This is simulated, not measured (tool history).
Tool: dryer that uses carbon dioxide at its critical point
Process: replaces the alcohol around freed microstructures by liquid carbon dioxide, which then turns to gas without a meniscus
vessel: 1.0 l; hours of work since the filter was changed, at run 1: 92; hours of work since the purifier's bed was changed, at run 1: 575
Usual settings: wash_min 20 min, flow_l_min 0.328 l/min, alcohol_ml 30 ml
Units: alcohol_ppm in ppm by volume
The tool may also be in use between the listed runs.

run   hour  wash_min  flow_l_min  alcohol_ml  hours of work since the filter was changed  hours of work since the purifier's bed was changed  alcohol_ppm
  1      0        20       0.328          30                                          92                                                 575          214
  2   42.8        20       0.328          96                                         118                                                 601          486
  3   72.7        20       0.328          96                                         136                                                 619          537
  4   92.8        20       0.229          96                                         148                                                 632         2252
  5  115.4        20       0.229          96                                         162                                                 645         2359
  6  158.9        20       0.328          30                                         188                                                 672          285
  7    190        20       0.328          30                                         207                                                 691          311
  8  207.9        13       0.278          27                                         218                                                 702         1729
     220.3  -- inlet filter changed
  9    253        13       0.278          27                                          20                                                 728         1158
 10  292.7        15       0.311          98                                          44                                                 753         1669
 11  334.9        12       0.328          26                                          70                                                 778          993
 12  359.4        12        0.28          80                                          85                                                 793         4515
 13  391.9        20       0.328          52                                         104                                                 813          355

Hidden state at the last listed run before each entry between runs and at the first one after, where it differs:
Between runs 8 and 9: inlet filter changed (hour 220.3)
  flow that reaches the vessel past the clogged filter, %: 84.8 -> 98.4; alcohol in the recycled carbon dioxide, ppm: 135.7 -> 140.7
  measured less the result without the state, alcohol_ppm: +763 -> +189 ppm by volume
